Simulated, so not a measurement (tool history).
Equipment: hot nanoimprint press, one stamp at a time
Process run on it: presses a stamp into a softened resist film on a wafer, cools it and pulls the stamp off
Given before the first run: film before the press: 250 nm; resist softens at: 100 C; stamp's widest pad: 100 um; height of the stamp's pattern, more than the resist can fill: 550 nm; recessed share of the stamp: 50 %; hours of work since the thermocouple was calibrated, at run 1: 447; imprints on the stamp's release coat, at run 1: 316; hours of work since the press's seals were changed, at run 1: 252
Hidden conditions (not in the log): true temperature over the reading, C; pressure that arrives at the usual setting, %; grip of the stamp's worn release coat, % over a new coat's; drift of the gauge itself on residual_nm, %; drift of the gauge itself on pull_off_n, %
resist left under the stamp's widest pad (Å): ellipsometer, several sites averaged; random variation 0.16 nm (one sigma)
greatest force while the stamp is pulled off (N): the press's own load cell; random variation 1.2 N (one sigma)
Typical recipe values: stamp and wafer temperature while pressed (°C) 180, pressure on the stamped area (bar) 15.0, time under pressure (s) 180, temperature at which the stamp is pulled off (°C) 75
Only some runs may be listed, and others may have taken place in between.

run,day,stamp and wafer temperature while pressed (°C),pressure on the stamped area (bar),time under pressure (s),temperature at which the stamp is pulled off (°C),hours of work since the thermocouple was calibrated,imprints on the stamp's release coat,hours of work since the press's seals were changed,resist left under the stamp's widest pad (Å),greatest force while the stamp is pulled off (N)
1,0.000,180,15.0,180,75,447,316,252,1009,177
2,0.517,180,15.0,180,75,452,336,257,1011,176
3,1.425,180,16.6,180,75,461,371,266,957,179
4,2.046,180,15.0,180,68,468,394,273,1007,188
5,2.638,178,15.0,180,75,474,417,279,1062,177
# day 2.900: plate thermocouple calibrated
6,3.683,180,15.0,177,75,8,452,288,1057,183
7,4.229,180,15.0,196,75,14,473,294,1017,184
8,4.758,180,15.0,196,75,19,493,299,1016,183
9,5.975,180,15.0,196,75,31,539,312,1015,186
10,6.850,180,15.0,196,75,40,573,321,1012,187
11,7.654,180,15.0,196,75,49,603,329,1014,187
12,8.829,180,15.0,196,75,61,648,341,1010,188
13,10.033,180,15.0,196,75,73,694,353,1012,190
14,10.692,180,14.6,280,82,80,719,360,899,183
15,11.271,180,23.2,207,78,86,741,366,784,189
# day 12.308: stamp cleaned and given a new release coat
16,12.392,180,23.2,207,78,94,4,375,783,162
17,13.250,188,15.5,158,78,103,36,384,868,160
18,13.862,191,9.1,327,77,110,60,390,816,163
19,14.692,190,19.7,235,76,118,91,398,620,167
20,15.238,185,13.0,325,61,124,112,404,785,185
21,15.804,178,12.2,180,70,129,134,410,1214,175
22,16.746,181,12.2,324,70,139,170,419,903,178
23,17.379,188,15.0,194,60,145,194,426,816,191

3 ways to go on from here, each from the tool as it stands after run 23. What would each give?
A,18.496,188,11.1,194,71,157,237,437,?,?
B,18.496,188,9.4,194,79,157,237,437,?,?
C,18.496,189,19.7,90,60,157,237,437,?,?

run,resist left under the stamp's widest pad (Å),greatest force while the stamp is pulled off (N)
A,958,176
B,1044,169
C,920,195
Stripped of hidden state, with their random variation kept, the same runs would have yielded:
run,resist left under the stamp's widest pad (Å),greatest force while the stamp is pulled off (N)
A,967,168
B,1053,161
C,925,186
